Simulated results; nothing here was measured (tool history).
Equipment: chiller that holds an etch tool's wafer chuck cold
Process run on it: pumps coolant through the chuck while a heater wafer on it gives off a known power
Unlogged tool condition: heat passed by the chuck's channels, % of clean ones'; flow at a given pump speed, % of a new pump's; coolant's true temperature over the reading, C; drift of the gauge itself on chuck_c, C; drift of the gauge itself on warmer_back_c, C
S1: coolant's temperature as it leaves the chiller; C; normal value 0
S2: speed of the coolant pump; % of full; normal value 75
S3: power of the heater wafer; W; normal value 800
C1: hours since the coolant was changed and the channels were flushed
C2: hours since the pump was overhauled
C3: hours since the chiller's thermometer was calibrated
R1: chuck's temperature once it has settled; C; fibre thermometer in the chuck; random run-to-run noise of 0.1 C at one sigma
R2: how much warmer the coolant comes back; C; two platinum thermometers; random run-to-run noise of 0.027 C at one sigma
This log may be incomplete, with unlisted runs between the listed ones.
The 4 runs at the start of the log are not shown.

Run 5, hour 646.7: usual settings; C1 262; C2 3575; C3 2833. Result: R1 11.7 C, R2 2.89 C.
Run 6, hour 737.0: usual settings; C1 352; C2 3666; C3 2923. Result: R1 11.7 C, R2 2.90 C.
At hour 812.9: coolant pump overhauled.
Run 7, hour 926.7: usual settings; C1 537; C2 114; C3 3108. Result: R1 10.8 C, R2 2.49 C.
Run 8, hour 1051.1: usual settings; C1 662; C2 238; C3 3232. Result: R1 11.3 C, R2 2.41 C.
Run 9, hour 1219.5: usual settings; C1 830; C2 407; C3 3401. Result: R1 11.2 C, R2 2.42 C.
Run 10, hour 1333.9: usual settings; C1 944; C2 521; C3 3515. Result: R1 11.2 C, R2 2.46 C.
Run 11, hour 1468.8: usual settings; C1 1079; C2 656; C3 3650. Result: R1 11.7 C, R2 2.45 C.
Run 12, hour 1663.6: usual settings; C1 1274; C2 851; C3 3845. Result: R1 11.8 C, R2 2.48 C.
Run 13, hour 1850.9: usual settings but S3 464 W; C1 1461; C2 1038; C3 4032. Result: R1 7.5 C, R2 1.49 C.
Run 14, hour 2005.6: usual settings but S3 519 W; C1 1616; C2 1193; C3 4187. Result: R1 8.4 C, R2 1.65 C.
Run 15, hour 2165.6: usual settings but S3 519 W; C1 1776; C2 1353; C3 4347. Result: R1 8.8 C, R2 1.67 C.
At hour 2264.3: chiller's thermometer calibrated.
Run 16, hour 2359.9: usual settings but S3 519 W; C1 1969; C2 1546; C3 96. Result: R1 7.4 C, R2 1.63 C.

Predict the results of run 17:
Run 17, hour 2523.2: usual settings but S1 8 C, S2 61 % of full, S3 1172 W; C1 2133; C2 1709; C3 259. Result: R1 ?, R2 ?.

R1: 27.5 C
R2: 4.70 C
On a tool with no hidden condition, and with the same random variation, this run would have come out at R1 23.8 C, R2 4.30 C.
